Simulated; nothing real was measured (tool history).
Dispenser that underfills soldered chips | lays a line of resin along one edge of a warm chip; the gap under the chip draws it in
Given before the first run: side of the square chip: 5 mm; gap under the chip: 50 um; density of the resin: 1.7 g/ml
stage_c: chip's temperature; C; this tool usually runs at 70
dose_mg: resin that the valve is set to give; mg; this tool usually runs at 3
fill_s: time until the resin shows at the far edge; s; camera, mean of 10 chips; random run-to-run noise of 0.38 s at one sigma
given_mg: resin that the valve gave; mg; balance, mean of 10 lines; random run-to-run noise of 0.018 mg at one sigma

run	hour	stage_c	dose_mg	fill_s	given_mg
1	0	70	3	27	2.98
2	3.5	70	3	30.6	2.98
3	8.2	70	3	36.3	2.97
4	13.1	70	3	42.4	2.97
5	18.9	66	3	30.5	2.99
6	23.9	66	3	36.5	2.95
7	31.1	66	3	46.8	2.93
8	35.3	70	3	25.1	2.94
9	39.4	70	3	28.4	2.9
10	46.4	82	3	26.4	2.89
11	50.5	82	3	30.2	2.93
12	57.3	70	3	27.8	2.88
13	64.3	80	3	26.3	2.88
14	69.8	80	3	30.9	2.9
15	73.7	80	3	18.3	2.86
16	77.6	80	3	21.8	2.87
17	81	70	3	32.3	2.86
18	87.6	70	3	40.8	2.87
19	93.6	70	3	26	2.87
20	99	81	2.86	24.1	2.72
21	106.2	58	3.21	58.6	3.06
22	112.4	65	3.63	29.6	3.45
23	119.6	77	2.89	27.4	2.71
24	123.5	77	2.89	31.4	2.71
25	127.7	73	3.69	39.6	3.44
26	131.2	73	3.69	23.2	3.44
27	136.6	69	3.46	31.7	3.21
28	142.1	62	3.54	48.3	3.26
29	145.4	82	3.57	29.4	3.32
30	151.3	60	3	37.2	2.74
31	154.7	60	3	41.8	2.75
32	161.4	65	3.19	44	2.92
33	167.8	64	2.54	31.7	2.32
34	174.6	64	2.66	40.9	2.44
35	181	74	3.23	35	2.93

The log once held 9 entries between its listed runs, left out of this copy. Where does each go, and what is different about the tool's unlogged condition between the listed run before it and the listed run after it?
Between runs 4 and 5: new syringe of resin (hour 15.4)
  resin's viscosity, % of fresh resin's: 175.9 -> 112.8; dose that the valve gives, % of what is set: 98.62 -> 98.35; true chip temperature over the reading, C: -1.06 -> -1.09
  difference, measured minus the result without the unlogged condition, fill_s: +19 -> +4.5 s; given_mg: -0.04 -> -0.05 mg
Between runs 7 and 8: new syringe of resin (hour 34.4)
  resin's viscosity, % of fresh resin's: 171.6 -> 104.6; dose that the valve gives, % of what is set: 97.76 -> 97.58; true chip temperature over the reading, C: -1.15 -> -1.17
  difference, measured minus the result without the unlogged condition, fill_s: +20.8 -> +2.1 s; given_mg: -0.06 -> -0.08 mg
Between runs 11 and 12: new syringe of resin (hour 53.3)
  resin's viscosity, % of fresh resin's: 176.4 -> 112.5; dose that the valve gives, % of what is set: 96.87 -> 96.58; true chip temperature over the reading, C: -1.24 -> -1.28
  difference, measured minus the result without the unlogged condition, fill_s: +13.7 -> +4.2 s; given_mg: -0.09 -> -0.11 mg
Between runs 14 and 15: new syringe of resin (hour 72.5)
  resin's viscosity, % of fresh resin's: 173.4 -> 102.7; dose that the valve gives, % of what is set: 96.01 -> 95.85; true chip temperature over the reading, C: -1.34 -> -1.35
  difference, measured minus the result without the unlogged condition, fill_s: +14 -> +1.3 s; given_mg: -0.12 -> -0.12 mg
Between runs 18 and 19: new syringe of resin (hour 91.6)
  resin's viscosity, % of fresh resin's: 165.7 -> 108; dose that the valve gives, % of what is set: 95.22 -> 94.95; true chip temperature over the reading, C: -1.42 -> -1.45
  difference, measured minus the result without the unlogged condition, fill_s: +17.3 -> +3.3 s; given_mg: -0.14 -> -0.15 mg
Between runs 21 and 22: new syringe of resin (hour 110.5)
  resin's viscosity, % of fresh resin's: 167.1 -> 104.6; dose that the valve gives, % of what is set: 94.34 -> 94.07; true chip temperature over the reading, C: -1.51 -> -1.54
  difference, measured minus the result without the unlogged condition, fill_s: +25.6 -> +2.8 s; given_mg: -0.18 -> -0.21 mg
Between runs 25 and 26: new syringe of resin (hour 129.5)
  resin's viscosity, % of fresh resin's: 177.5 -> 106.2; dose that the valve gives, % of what is set: 93.32 -> 93.18; true chip temperature over the reading, C: -1.61 -> -1.63
  difference, measured minus the result without the unlogged condition, fill_s: +18.3 -> +2.5 s; given_mg: -0.25 -> -0.26 mg
Between runs 29 and 30: new syringe of resin (hour 148.7)
  resin's viscosity, % of fresh resin's: 173.5 -> 108.7; dose that the valve gives, % of what is set: 92.51 -> 92.26; true chip temperature over the reading, C: -1.7 -> -1.72
  difference, measured minus the result without the unlogged condition, fill_s: +13.5 -> +5.5 s; given_mg: -0.26 -> -0.23 mg
Between runs 32 and 33: new syringe of resin (hour 167.6)
  resin's viscosity, % of fresh resin's: 153.8 -> 100.7; dose that the valve gives, % of what is set: 91.8 -> 91.51; true chip temperature over the reading, C: -1.77 -> -1.8
  difference, measured minus the result without the unlogged condition, fill_s: +17.6 -> +3.2 s; given_mg: -0.26 -> -0.21 mg
